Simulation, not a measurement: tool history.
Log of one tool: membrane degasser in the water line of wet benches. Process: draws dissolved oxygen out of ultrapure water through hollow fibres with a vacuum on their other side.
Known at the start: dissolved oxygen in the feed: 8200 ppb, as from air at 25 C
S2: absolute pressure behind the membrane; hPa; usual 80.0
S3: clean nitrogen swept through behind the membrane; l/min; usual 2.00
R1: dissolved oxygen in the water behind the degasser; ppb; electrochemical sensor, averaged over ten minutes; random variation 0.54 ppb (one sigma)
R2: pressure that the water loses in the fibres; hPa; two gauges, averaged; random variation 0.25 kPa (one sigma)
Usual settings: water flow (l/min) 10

run 1 hour=0.0 | water_flow_(l/min)=10 S2=80.0 S3=2.00 | R1=63.9 R2=700.4
run 2 hour=269.3 | water_flow_(l/min)=13 S2=80.0 S3=2.00 | R1=85.4 R2=919.0
run 3 hour=535.4 | water_flow_(l/min)=10 S2=80.0 S3=2.00 | R1=64.8 R2=704.3
run 4 hour=751.5 | water_flow_(l/min)=10 S2=80.0 S3=2.00 | R1=63.7 R2=702.7
-- hour=995.2 vacuum gauge calibrated
run 5 hour=997.7 | water_flow_(l/min)=10 S2=192.0 S3=2.00 | R1=199.0 R2=707.3
run 6 hour=1157.3 | water_flow_(l/min)=10 S2=80.0 S3=2.00 | R1=62.3 R2=706.6
run 7 hour=1464.7 | water_flow_(l/min)=10 S2=80.0 S3=2.00 | R1=62.3 R2=707.3
run 8 hour=1698.9 | water_flow_(l/min)=10 S2=82.9 S3=2.00 | R1=67.2 R2=711.4
run 9 hour=2064.5 | water_flow_(l/min)=10 S2=80.0 S3=2.00 | R1=62.2 R2=710.9
run 10 hour=2211.1 | water_flow_(l/min)=7 S2=80.0 S3=2.00 | R1=44.0 R2=495.2
run 11 hour=2434.7 | water_flow_(l/min)=7 S2=80.0 S3=2.00 | R1=44.6 R2=498.6
run 12 hour=2632.0 | water_flow_(l/min)=7 S2=80.0 S3=2.00 | R1=44.5 R2=496.2
run 13 hour=2995.9 | water_flow_(l/min)=10 S2=80.0 S3=1.06 | R1=114.2 R2=714.4
run 14 hour=3185.4 | water_flow_(l/min)=10 S2=80.0 S3=4.76 | R1=29.1 R2=710.8
run 15 hour=3336.9 | water_flow_(l/min)=10 S2=80.0 S3=4.76 | R1=29.5 R2=712.3
run 16 hour=3512.6 | water_flow_(l/min)=10 S2=80.0 S3=4.76 | R1=29.1 R2=715.1
-- hour=3733.6 seals of the vacuum lines changed
run 17 hour=3865.9 | water_flow_(l/min)=16 S2=51.9 S3=1.20 | R1=82.7 R2=1146.0
run 18 hour=4141.7 | water_flow_(l/min)=16 S2=51.9 S3=1.20 | R1=83.5 R2=1145.4
run 19 hour=4333.9 | water_flow_(l/min)=16 S2=51.9 S3=1.20 | R1=83.4 R2=1145.9
run 20 hour=4490.3 | water_flow_(l/min)=13 S2=132.0 S3=2.11 | R1=158.0 R2=930.4
run 21 hour=4682.7 | water_flow_(l/min)=8 S2=70.1 S3=2.00 | R1=39.4 R2=572.2
run 22 hour=5036.5 | water_flow_(l/min)=8 S2=70.1 S3=2.00 | R1=39.6 R2=574.4
run 23 hour=5229.2 | water_flow_(l/min)=10 S2=61.8 S3=3.67 | R1=23.5 R2=719.3
run 24 hour=5431.6 | water_flow_(l/min)=10 S2=61.8 S3=3.67 | R1=24.1 R2=718.3
run 25 hour=5681.8 | water_flow_(l/min)=7 S2=108.2 S3=1.38 | R1=98.2 R2=505.1
run 26 hour=5891.6 | water_flow_(l/min)=8 S2=80.0 S3=2.00 | R1=50.2 R2=575.7
run 27 hour=6071.1 | water_flow_(l/min)=8 S2=80.0 S3=2.00 | R1=51.2 R2=582.2
run 28 hour=6254.3 | water_flow_(l/min)=8 S2=57.3 S3=1.71 | R1=32.7 R2=580.2
run 29 hour=6404.0 | water_flow_(l/min)=12 S2=50.9 S3=4.82 | R1=19.9 R2=869.6
-- hour=6423.2 vacuum gauge calibrated
run 30 hour=6703.3 | water_flow_(l/min)=12 S2=50.9 S3=4.82 | R1=18.8 R2=870.7
run 31 hour=6970.5 | water_flow_(l/min)=10 S2=138.9 S3=2.00 | R1=132.9 R2=726.6
run 32 hour=7271.5 | water_flow_(l/min)=10 S2=182.4 S3=3.96 | R1=99.5 R2=729.0

The same runs without the tool's hidden state, with the same run-to-run variation:
The hidden state here: membrane still open, %; true pressure behind the membrane over the reading, kPa; air that leaks in behind the membrane, l/min; drift of the gauge itself on oxygen_ppb, %; drift of the gauge itself on loss_of_pressure_kpa, %.
run=1 R1=59.9 R2=681.0
run=2 R1=79.9 R2=892.3
run=3 R1=60.3 R2=682.9
run=4 R1=59.2 R2=680.6
run=5 R1=192.2 R2=684.2
run=6 R1=59.9 R2=682.9
run=7 R1=59.6 R2=682.5
run=8 R1=64.2 R2=685.8
run=9 R1=59.1 R2=683.9
run=10 R1=41.2 R2=476.0
run=11 R1=41.7 R2=478.9
run=12 R1=41.5 R2=475.9
run=13 R1=108.2 R2=683.9
run=14 R1=26.8 R2=680.0
run=15 R1=27.0 R2=680.8
run=16 R1=26.6 R2=682.8
run=17 R1=74.8 R2=1092.0
run=18 R1=75.0 R2=1090.0
run=19 R1=74.6 R2=1089.3
run=20 R1=152.9 R2=883.8
run=21 R1=37.5 R2=543.0
run=22 R1=37.4 R2=543.9
run=23 R1=21.3 R2=680.7
run=24 R1=21.8 R2=678.8
run=25 R1=94.3 R2=476.6
run=26 R1=47.3 R2=542.5
run=27 R1=48.1 R2=548.2
run=28 R1=29.5 R2=545.9
run=29 R1=16.0 R2=817.2
run=30 R1=15.6 R2=817.0
run=31 R1=128.3 R2=680.7
run=32 R1=95.6 R2=681.9

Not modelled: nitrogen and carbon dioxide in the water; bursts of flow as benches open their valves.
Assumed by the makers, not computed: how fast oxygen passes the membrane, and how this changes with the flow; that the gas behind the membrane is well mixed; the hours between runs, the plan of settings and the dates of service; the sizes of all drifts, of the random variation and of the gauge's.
